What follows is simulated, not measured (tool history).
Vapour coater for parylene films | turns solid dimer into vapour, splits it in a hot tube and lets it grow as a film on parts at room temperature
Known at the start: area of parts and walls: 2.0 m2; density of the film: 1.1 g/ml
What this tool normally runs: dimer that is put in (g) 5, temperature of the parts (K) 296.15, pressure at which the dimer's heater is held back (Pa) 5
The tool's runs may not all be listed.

run	hour	dimer that is put in (g)	temperature of the parts (K)	pressure at which the dimer's heater is held back (Pa)	thickness of the film (um)
1	0	5	296.15	5	1.25
2	84.3	5	296.15	5	1.26
3	138.5	5	296.15	5	1.23
4	226	5	296.15	5	1.24
5	268.5	5	296.15	5	1.23
6	313.8	5	296.15	5	1.24
7	398.9	5	296.15	5	1.22
8	472	5	296.15	5	1.21
9	553.3	5	296.15	2.58	1.29
10	603.5	5	296.15	2.58	1.33
11	683.1	5	296.15	2.58	1.31
12	739.3	5	296.15	5	1.23
13	803.1	2	296.15	5	0.48
14	869.4	2	296.15	5	0.49
15	926.1	2	296.15	5	0.52
16	994.3	5	296.15	5	1.23
17	1033.7	5	296.15	5	1.24
18	1072.8	5	296.15	5	1.24
19	1130.4	5	296.15	5	1.21
20	1172.9	7	296.15	5	1.76
21	1223	7	296.15	5	1.71
22	1281.2	7	296.15	5	1.69
23	1323.9	7	296.15	5	1.74
24	1394.1	7	296.15	5	1.71
25	1455.2	6	297.15	3.46	1.45
26	1494.6	8	291.15	5	2.52
27	1556.6	8	293.15	5.21	2.23
28	1638.5	6	296.15	3.85	1.5
29	1722	7	296.15	3.85	1.79
30	1797	7	296.15	3.85	1.76
31	1839.4	7	296.15	3.85	1.79
32	1888.8	7	296.15	3.61	1.8
33	1954.1	7	296.15	3.61	1.78
34	2027.4	8	298.15	2.03	1.97
35	2090	3	302.15	7.26	0.53
36	2179.1	5	292.15	2.93	1.54
37	2249.5	5	292.15	2.93	1.55
38	2289.8	5	298.15	5.4	1.1
39	2377.1	6	306.15	6.52	0.9
40	2421.8	9	306.15	11.2	1.25
41	2471.6	9	306.15	7.15	1.34
42	2545.9	9	306.15	7.15	1.42
43	2629.4	2	306.15	4.26	0.33
44	2681.4	4	299.15	5.91	0.85
45	2727.3	4	299.15	5.91	0.81
46	2814.4	5	301.15	2.49	1.03
47	2907.3	5	296.15	3.45	1.28

Not shown here: 8 entries made in the log between runs. Locate each between two listed runs and compare the hidden state at the listed run before it with the hidden state at the listed run after it:
After run 1, before run 2: trap's valve overhauled (hour 47.7)
  vapour lost through the trap's worn valve, %: 0.3 -> 0
After run 3, before run 4: table's thermometer calibrated (hour 177.7)
  vapour lost through the trap's worn valve, %: 0 -> 0.1; true temperature of the parts over the reading, C: 0.02 -> 0
After run 9, before run 10: trap's valve overhauled (hour 603.5)
  vapour lost through the trap's worn valve, %: 0.3 -> 0
After run 19, before run 20: trap's valve overhauled (hour 1155.7)
  vapour lost through the trap's worn valve, %: 0.3 -> 0
After run 28, before run 29: trap's valve overhauled (hour 1708.5)
  vapour lost through the trap's worn valve, %: 0.2 -> 0
After run 33, before run 34: table's thermometer calibrated (hour 2026.4)
  vapour lost through the trap's worn valve, %: 0.1 -> 0.2; true temperature of the parts over the reading, C: 0.02 -> 0
After run 37, before run 38: trap's valve overhauled (hour 2266.8)
  vapour lost through the trap's worn valve, %: 0.3 -> 0
After run 46, before run 47: trap's valve overhauled (hour 2825.6)
  vapour lost through the trap's worn valve, %: 0.3 -> 0

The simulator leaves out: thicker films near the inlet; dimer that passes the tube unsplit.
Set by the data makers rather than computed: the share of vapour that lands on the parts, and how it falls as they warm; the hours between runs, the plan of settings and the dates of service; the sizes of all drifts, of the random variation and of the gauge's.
